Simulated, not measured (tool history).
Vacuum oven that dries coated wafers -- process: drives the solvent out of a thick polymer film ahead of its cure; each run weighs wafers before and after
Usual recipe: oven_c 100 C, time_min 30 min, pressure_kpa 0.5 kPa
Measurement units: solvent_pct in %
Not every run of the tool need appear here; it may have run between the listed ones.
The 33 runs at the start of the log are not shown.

| run | day | oven_c | time_min | pressure_kpa | solvent_pct |
|---|---|---|---|---|---|
| 34 | 11.929 | 96 | 30 | 0.254 | 3.66 |
| 35 | 12.175 | 96 | 30 | 0.254 | 3.81 |
| 36 | 12.492 | 108 | 30 | 0.294 | 0.97 |
| 37 | 12.792 | 100 | 32 | 0.294 | 2.32 |
| 38 | 13.071 | 113 | 32 | 0.659 | 0.39 |
| 39 | 13.292 | 100 | 30 | 0.568 | 2.67 |
| 40 | 13.662 | 97 | 30 | 0.5 | 3.44 |
| 41 | 14.004 | 97 | 30 | 0.5 | 3.46 |
| 42 | 14.433 | 97 | 30 | 0.5 | 3.49 |
| 43 | 14.95 | 114 | 40 | 0.5 | 0.14 |
| 44 | 15.471 | 114 | 40 | 0.5 | 0.22 |
| 45 | 15.733 | 108 | 17 | 1.074 | 3.45 |
| 46 | 16.096 | 87 | 19 | 0.383 | 9.6 |
| 47 | 16.579 | 106 | 42 | 0.347 | 0.47 |

Here are 3 independent what-if runs from the current tool condition. What would each one return?
| A | 17.046 | 100 | 30 | 0.289 | ? |
| B | 17.046 | 106 | 42 | 0.783 | ? |
| C | 17.046 | 100 | 25 | 0.506 | ? |

| run | solvent_pct |
|---|---|
| A | 2.56 |
| B | 0.61 |
| C | 3.51 |
What these runs would have given with no unlogged condition in the tool:
| run | solvent_pct |
|---|---|
| A | 2.82 |
| B | 0.7 |
| C | 3.81 |
